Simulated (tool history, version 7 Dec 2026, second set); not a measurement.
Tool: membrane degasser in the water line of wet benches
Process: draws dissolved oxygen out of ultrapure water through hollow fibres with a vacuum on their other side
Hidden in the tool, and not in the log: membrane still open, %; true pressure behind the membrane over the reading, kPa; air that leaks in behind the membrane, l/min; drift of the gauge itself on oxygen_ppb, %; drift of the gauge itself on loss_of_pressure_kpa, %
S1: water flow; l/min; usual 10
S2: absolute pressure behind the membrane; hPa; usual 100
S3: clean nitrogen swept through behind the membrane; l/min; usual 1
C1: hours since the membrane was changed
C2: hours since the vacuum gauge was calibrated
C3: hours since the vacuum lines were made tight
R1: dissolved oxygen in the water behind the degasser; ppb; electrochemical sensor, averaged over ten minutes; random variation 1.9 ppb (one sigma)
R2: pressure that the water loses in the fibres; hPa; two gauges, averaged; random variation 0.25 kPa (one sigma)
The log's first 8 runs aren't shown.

run,day,S1,S2,S3,C1,C2,C3,R1,R2
9,28.158,6,100,1,1247,651,4386,100.8,413.4
10,32.421,10,100,0.56,1350,753,4488,294.4,687.5
11,35.575,10,100,1,1425,829,4564,183.4,693.5
12,38.762,10,100,1,1502,905,4641,187.7,691.2
13,43.525,10,100,1,1616,1019,4755,185,692.6
14,45.929,10,100,1,1674,1077,4813,185.2,694.2
15,48.812,10,100,0.55,1743,1146,4882,296.7,693.3
16,53.75,10,100,0.55,1861,1265,5000,300.1,694
17,57.85,10,100,0.55,1960,1363,5099,297.9,691.7
18,61.646,10,100,0.55,2051,1454,5190,303,695.9
19,64.9,10,137,1.36,2129,1532,5268,208.2,698.4
20,69.112,8,91,1.44,2230,1634,5369,92.7,555.6
21,73.3,6,228,0.86,2331,1734,5470,319.4,417.1
22,77.575,6,228,0.86,2433,1837,5572,319.6,416.5
23,81.425,8,106,1,2526,1929,5665,151.2,555.5
24,86.8,15,69,0.72,2655,2058,5794,256,1050.4
25,90.367,10,178,1.91,2740,2144,5879,210.5,698.5
26,94.229,10,65,3,2833,2236,5972,54.5,700.2
27,98.179,10,65,3,2928,2331,6067,54.3,698.6
28,103.417,10,65,3,3053,2457,6192,54.9,698.9
29,107.192,10,120,1,3144,2547,6283,226.6,701.7
30,111.762,7,189,1.79,3254,2657,6393,154.2,490.6
# day 115.504: seals of the vacuum lines changed
31,115.896,15,182,1.28,3351,2754,9,491.2,1053.5
32,118.179,15,140,0.63,3406,2809,64,613,1049.3

3 ways to go on from here, each from the tool as it stands after run 32. What would each give?
A,121.729,10,116,1.22,3491,2894,149,?,?
B,121.729,14,73,0.95,3491,2894,149,?,?
C,121.729,10,225,1.15,3491,2894,149,?,?

run,R1,R2
A,187.5,705.7
B,213.1,984
C,411.3,697.9
Without the tool's hidden state the same runs would have given:
run,R1,R2
A,187.4,690.1
B,212.8,962.3
C,411.2,682.5

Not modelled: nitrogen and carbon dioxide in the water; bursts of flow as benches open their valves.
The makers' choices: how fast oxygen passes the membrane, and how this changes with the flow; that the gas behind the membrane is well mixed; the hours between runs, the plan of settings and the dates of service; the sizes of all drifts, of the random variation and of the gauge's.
